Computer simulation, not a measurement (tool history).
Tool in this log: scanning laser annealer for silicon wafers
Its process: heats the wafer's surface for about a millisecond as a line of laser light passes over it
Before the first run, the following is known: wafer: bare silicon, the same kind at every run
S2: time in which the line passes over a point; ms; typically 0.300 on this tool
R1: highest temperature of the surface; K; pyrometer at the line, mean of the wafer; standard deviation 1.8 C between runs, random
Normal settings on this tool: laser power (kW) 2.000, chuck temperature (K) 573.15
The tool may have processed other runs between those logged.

run 1 hour=0.0 | laser_power_(kW)=2.000 S2=0.300 chuck_temperature_(K)=573.15 | R1=1294.15
run 2 hour=6.1 | laser_power_(kW)=2.000 S2=0.300 chuck_temperature_(K)=573.15 | R1=1293.15
run 3 hour=12.1 | laser_power_(kW)=2.000 S2=0.300 chuck_temperature_(K)=573.15 | R1=1288.15
run 4 hour=16.4 | laser_power_(kW)=2.000 S2=0.300 chuck_temperature_(K)=573.15 | R1=1290.15
run 5 hour=24.8 | laser_power_(kW)=2.000 S2=0.300 chuck_temperature_(K)=573.15 | R1=1292.15
run 6 hour=30.2 | laser_power_(kW)=2.000 S2=0.254 chuck_temperature_(K)=573.15 | R1=1236.15
run 7 hour=38.1 | laser_power_(kW)=2.000 S2=0.254 chuck_temperature_(K)=573.15 | R1=1237.15
-- hour=40.6 window over the wafer cleaned
run 8 hour=44.1 | laser_power_(kW)=1.779 S2=0.300 chuck_temperature_(K)=573.15 | R1=1172.15
run 9 hour=47.8 | laser_power_(kW)=2.000 S2=0.300 chuck_temperature_(K)=573.15 | R1=1270.15
run 10 hour=54.4 | laser_power_(kW)=1.919 S2=0.300 chuck_temperature_(K)=573.15 | R1=1236.15
run 11 hour=58.6 | laser_power_(kW)=1.919 S2=0.300 chuck_temperature_(K)=573.15 | R1=1236.15
run 12 hour=64.6 | laser_power_(kW)=1.919 S2=0.300 chuck_temperature_(K)=573.15 | R1=1237.15
run 13 hour=73.0 | laser_power_(kW)=2.000 S2=0.300 chuck_temperature_(K)=609.15 | R1=1308.15
run 14 hour=78.5 | laser_power_(kW)=1.784 S2=0.243 chuck_temperature_(K)=553.15 | R1=1100.15
run 15 hour=82.2 | laser_power_(kW)=1.784 S2=0.243 chuck_temperature_(K)=553.15 | R1=1096.15
-- hour=89.3 window over the wafer cleaned, once more
run 16 hour=92.8 | laser_power_(kW)=1.784 S2=0.243 chuck_temperature_(K)=563.15 | R1=1145.15
run 17 hour=101.3 | laser_power_(kW)=1.784 S2=0.269 chuck_temperature_(K)=563.15 | R1=1174.15
run 18 hour=107.8 | laser_power_(kW)=1.704 S2=0.297 chuck_temperature_(K)=577.15 | R1=1178.15
run 19 hour=116.0 | laser_power_(kW)=1.848 S2=0.237 chuck_temperature_(K)=581.15 | R1=1180.15
run 20 hour=123.8 | laser_power_(kW)=1.848 S2=0.237 chuck_temperature_(K)=581.15 | R1=1180.15

Forecast run 21:
run 21 hour=131.9 | laser_power_(kW)=1.848 S2=0.237 chuck_temperature_(K)=581.15 | R1=?

{"run 21": {"R1": 1179.15}}
With no hidden state in the tool, this same run would have given R1 1188.15 K.
